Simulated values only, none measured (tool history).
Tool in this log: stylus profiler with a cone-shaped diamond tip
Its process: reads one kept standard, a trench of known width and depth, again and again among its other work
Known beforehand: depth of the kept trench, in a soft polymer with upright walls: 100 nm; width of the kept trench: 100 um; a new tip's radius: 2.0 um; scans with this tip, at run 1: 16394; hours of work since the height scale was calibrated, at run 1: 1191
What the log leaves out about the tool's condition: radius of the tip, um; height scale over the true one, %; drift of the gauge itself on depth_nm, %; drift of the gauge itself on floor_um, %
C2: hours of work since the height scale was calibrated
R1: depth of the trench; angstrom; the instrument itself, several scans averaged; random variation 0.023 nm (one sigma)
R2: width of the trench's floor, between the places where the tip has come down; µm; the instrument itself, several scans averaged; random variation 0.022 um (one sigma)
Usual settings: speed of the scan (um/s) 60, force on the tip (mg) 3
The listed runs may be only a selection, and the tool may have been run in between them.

Run 1, hour 0: usual settings; scans with this tip 16394; C2 1191. Result: R1 1016.6 angstrom, R2 98.41 µm.
Run 2, hour 92.9: usual settings; scans with this tip 16757; C2 1262. Result: R1 1016.7 angstrom, R2 98.44 µm.
Run 3, hour 161.6: usual settings but speed of the scan (um/s) 28; scans with this tip 17025; C2 1315. Result: R1 1016.4 angstrom, R2 98.61 µm.
Run 4, hour 223.9: usual settings but speed of the scan (um/s) 28; scans with this tip 17268; C2 1362. Result: R1 1017 angstrom, R2 98.62 µm.
Run 5, hour 327.2: usual settings but force on the tip (mg) 1.3; scans with this tip 17672; C2 1441. Result: R1 1009.5 angstrom, R2 98.31 µm.
Run 6, hour 423: usual settings but force on the tip (mg) 1.3; scans with this tip 18046; C2 1514. Result: R1 1009.5 angstrom, R2 98.27 µm.
Run 7, hour 510: usual settings; scans with this tip 18386; C2 1580. Result: R1 1016.9 angstrom, R2 98.42 µm.
Run 8, hour 604: usual settings; scans with this tip 18753; C2 1652. Result: R1 1016.6 angstrom, R2 98.45 µm.
Run 9, hour 666.9: usual settings; scans with this tip 18999; C2 1700. Result: R1 1016.8 angstrom, R2 98.49 µm.
Run 10, hour 748.1: usual settings; scans with this tip 19316; C2 1762. Result: R1 1016.9 angstrom, R2 98.48 µm.
Run 11, hour 830.3: usual settings but speed of the scan (um/s) 150; scans with this tip 19637; C2 1825. Result: R1 1016.9 angstrom, R2 97.97 µm.
Run 12, hour 887.9: usual settings but force on the tip (mg) 5.56; scans with this tip 19862; C2 1868. Result: R1 1025.8 angstrom, R2 98.51 µm.
Run 13, hour 996.7: usual settings; scans with this tip 20287; C2 1951. Result: R1 1016.6 angstrom, R2 98.47 µm.
At hour 1007.7: height scale calibrated on a step standard.
Run 14, hour 1078.1: usual settings; scans with this tip 20604; C2 54. Result: R1 1016.8 angstrom, R2 98.43 µm.
Run 15, hour 1184.1: usual settings but speed of the scan (um/s) 88, force on the tip (mg) 7.83; scans with this tip 21017; C2 134. Result: R1 1031.5 angstrom, R2 98.49 µm.
Run 16, hour 1248: usual settings but speed of the scan (um/s) 42, force on the tip (mg) 1.21; scans with this tip 21267; C2 183. Result: R1 1009 angstrom, R2 98.4 µm.
Run 17, hour 1330.1: usual settings but speed of the scan (um/s) 27, force on the tip (mg) 1.7; scans with this tip 21588; C2 246. Result: R1 1011.4 angstrom, R2 98.56 µm.
Run 18, hour 1395.7: usual settings but speed of the scan (um/s) 27, force on the tip (mg) 1.7; scans with this tip 21844; C2 296. Result: R1 1011.2 angstrom, R2 98.53 µm.
Run 19, hour 1514.2: usual settings but speed of the scan (um/s) 102, force on the tip (mg) 3.46; scans with this tip 22307; C2 386. Result: R1 1018.4 angstrom, R2 98.28 µm.
Run 20, hour 1594.8: usual settings but speed of the scan (um/s) 37, force on the tip (mg) 3.86; scans with this tip 22622; C2 448. Result: R1 1020.1 angstrom, R2 98.6 µm.
Run 21, hour 1697.3: usual settings but speed of the scan (um/s) 24, force on the tip (mg) 7.44; scans with this tip 23023; C2 526. Result: R1 1031 angstrom, R2 98.64 µm.
Run 22, hour 1768.9: usual settings but speed of the scan (um/s) 24, force on the tip (mg) 7.44; scans with this tip 23302; C2 581. Result: R1 1030.6 angstrom, R2 98.67 µm.
Run 23, hour 1841.4: usual settings but speed of the scan (um/s) 19, force on the tip (mg) 2.12; scans with this tip 23585; C2 636. Result: R1 1013.7 angstrom, R2 98.63 µm.
Run 24, hour 1912.3: usual settings but speed of the scan (um/s) 48, force on the tip (mg) 6.19; scans with this tip 23862; C2 690. Result: R1 1026.8 angstrom, R2 98.61 µm.
Run 25, hour 1979.4: usual settings but speed of the scan (um/s) 156; scans with this tip 24124; C2 741. Result: R1 1016.7 angstrom, R2 97.99 µm.
Run 26, hour 2050.3: usual settings but speed of the scan (um/s) 156; scans with this tip 24402; C2 795. Result: R1 1016.9 angstrom, R2 98.03 µm.
Run 27, hour 2136.2: usual settings but speed of the scan (um/s) 64, force on the tip (mg) 4.3; scans with this tip 24737; C2 861. Result: R1 1021.4 angstrom, R2 98.49 µm.
Run 28, hour 2240.8: usual settings but speed of the scan (um/s) 64, force on the tip (mg) 4.3; scans with this tip 25146; C2 940. Result: R1 1021.2 angstrom, R2 98.49 µm.

Each row is a separate what-if for the run after 28, all from the same tool condition, not one after another. Results?
Run A, hour 2309.2: usual settings but speed of the scan (um/s) 86, force on the tip (mg) 2.79; scans with this tip 25413; C2 993. Result: R1 ?, R2 ?.
Run B, hour 2309.2: usual settings but speed of the scan (um/s) 18, force on the tip (mg) 8.31; scans with this tip 25413; C2 993. Result: R1 ?, R2 ?.
Run C, hour 2309.2: usual settings but speed of the scan (um/s) 82, force on the tip (mg) 8.78; scans with this tip 25413; C2 993. Result: R1 ?, R2 ?.

run      R1     R2
  A  1016.3  98.32
  B  1033.2  98.68
  C  1034.6   98.5
Stripped of hidden state, with their random variation kept, the same runs would have yielded:
run      R1     R2
  A  1016.2  98.33
  B  1033.1  98.69
  C  1034.5  98.51
